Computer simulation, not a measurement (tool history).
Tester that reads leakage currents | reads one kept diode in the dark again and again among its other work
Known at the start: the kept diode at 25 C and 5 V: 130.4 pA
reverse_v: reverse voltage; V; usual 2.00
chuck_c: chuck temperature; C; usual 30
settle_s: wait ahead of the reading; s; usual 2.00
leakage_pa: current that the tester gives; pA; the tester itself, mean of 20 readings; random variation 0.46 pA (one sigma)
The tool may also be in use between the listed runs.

run 1 day=0.000 | reverse_v=2.00 chuck_c=30 settle_s=2.00 | leakage_pa=145.99
run 2 day=2.862 | reverse_v=2.00 chuck_c=30 settle_s=2.00 | leakage_pa=145.63
run 3 day=4.721 | reverse_v=2.00 chuck_c=30 settle_s=4.16 | leakage_pa=145.38
run 4 day=7.612 | reverse_v=2.00 chuck_c=30 settle_s=4.16 | leakage_pa=145.02
run 5 day=10.012 | reverse_v=2.00 chuck_c=30 settle_s=4.16 | leakage_pa=144.56
run 6 day=12.567 | reverse_v=2.00 chuck_c=30 settle_s=4.16 | leakage_pa=144.12
run 7 day=14.346 | reverse_v=2.00 chuck_c=30 settle_s=2.00 | leakage_pa=144.30
run 8 day=15.938 | reverse_v=2.00 chuck_c=30 settle_s=2.00 | leakage_pa=143.71
run 9 day=18.846 | reverse_v=2.00 chuck_c=30 settle_s=4.50 | leakage_pa=143.10
run 10 day=20.708 | reverse_v=2.00 chuck_c=30 settle_s=4.50 | leakage_pa=142.88
run 11 day=23.342 | reverse_v=2.00 chuck_c=30 settle_s=7.55 | leakage_pa=142.87
run 12 day=26.304 | reverse_v=2.00 chuck_c=30 settle_s=7.55 | leakage_pa=141.49
run 13 day=29.108 | reverse_v=12.95 chuck_c=30 settle_s=2.00 | leakage_pa=279.89
run 14 day=31.417 | reverse_v=12.95 chuck_c=30 settle_s=2.00 | leakage_pa=278.32
run 15 day=33.121 | reverse_v=12.95 chuck_c=30 settle_s=2.00 | leakage_pa=276.49
run 16 day=35.092 | reverse_v=12.95 chuck_c=30 settle_s=2.00 | leakage_pa=277.67
run 17 day=37.275 | reverse_v=12.95 chuck_c=30 settle_s=2.00 | leakage_pa=277.85
run 18 day=39.196 | reverse_v=12.95 chuck_c=30 settle_s=2.00 | leakage_pa=276.35
-- day=40.846 chuck's temperature calibrated
run 19 day=42.371 | reverse_v=2.00 chuck_c=53 settle_s=2.00 | leakage_pa=1131.52
run 20 day=45.075 | reverse_v=2.00 chuck_c=53 settle_s=2.00 | leakage_pa=1129.78
run 21 day=46.646 | reverse_v=10.02 chuck_c=26 settle_s=0.45 | leakage_pa=196.80
run 22 day=48.292 | reverse_v=6.57 chuck_c=57 settle_s=0.36 | leakage_pa=2334.85

Forecast run 23:
run 23 day=50.692 | reverse_v=6.57 chuck_c=57 settle_s=0.36 | leakage_pa=?

{"run 23": {"leakage_pa": 2320.87}}
Without the tool's hidden state the same run would have given leakage_pa 2347.05 pA.
